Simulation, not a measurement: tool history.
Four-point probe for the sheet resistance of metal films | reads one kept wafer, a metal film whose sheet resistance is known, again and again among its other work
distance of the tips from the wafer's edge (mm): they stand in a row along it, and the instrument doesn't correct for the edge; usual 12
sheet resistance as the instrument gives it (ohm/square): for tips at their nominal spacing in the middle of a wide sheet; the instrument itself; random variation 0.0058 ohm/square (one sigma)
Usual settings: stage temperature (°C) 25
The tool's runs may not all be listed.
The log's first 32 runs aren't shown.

| run | hour | stage temperature (°C) | distance of the tips from the wafer's edge (mm) | sheet resistance as the instrument gives it (ohm/square) |
|---|---|---|---|---|
| 33 | 1865.7 | 33 | 57 | 28.936746 |
| 34 | 1917.7 | 26 | 35 | 29.219907 |
|  | 1993.2 | new probe head fitted |
| 35 | 1993.2 | 25 | 22 | 28.929547 |
| 36 | 2060.9 | 34 | 6 | 28.981218 |
| 37 | 2115.0 | 34 | 6 | 28.989041 |
| 38 | 2170.4 | 20 | 12 | 29.239040 |
| 39 | 2243.9 | 26 | 20 | 28.931954 |
| 40 | 2278.5 | 26 | 20 | 28.924744 |
| 41 | 2327.9 | 34 | 47 | 28.598305 |
| 42 | 2381.8 | 34 | 47 | 28.603492 |
| 43 | 2464.4 | 19 | 60 | 29.195468 |
| 44 | 2518.5 | 33 | 5 | 29.249549 |

Forecast each of these 4 alternatives for the next run:
| A | 2556.1 | 25 | 21 | ? |
| B | 2556.1 | 21 | 73 | ? |
| C | 2556.1 | 25 | 16 | ? |
| D | 2556.1 | 27 | 17 | ? |

| run | sheet resistance as the instrument gives it (ohm/square) |
|---|---|
| A | 28.988373 |
| B | 29.111516 |
| C | 29.012364 |
| D | 28.930199 |
Without the tool's hidden state the same runs would have given:
| run | sheet resistance as the instrument gives it (ohm/square) |
|---|---|
| A | 28.863353 |
| B | 28.985857 |
| C | 28.887248 |
| D | 28.805483 |

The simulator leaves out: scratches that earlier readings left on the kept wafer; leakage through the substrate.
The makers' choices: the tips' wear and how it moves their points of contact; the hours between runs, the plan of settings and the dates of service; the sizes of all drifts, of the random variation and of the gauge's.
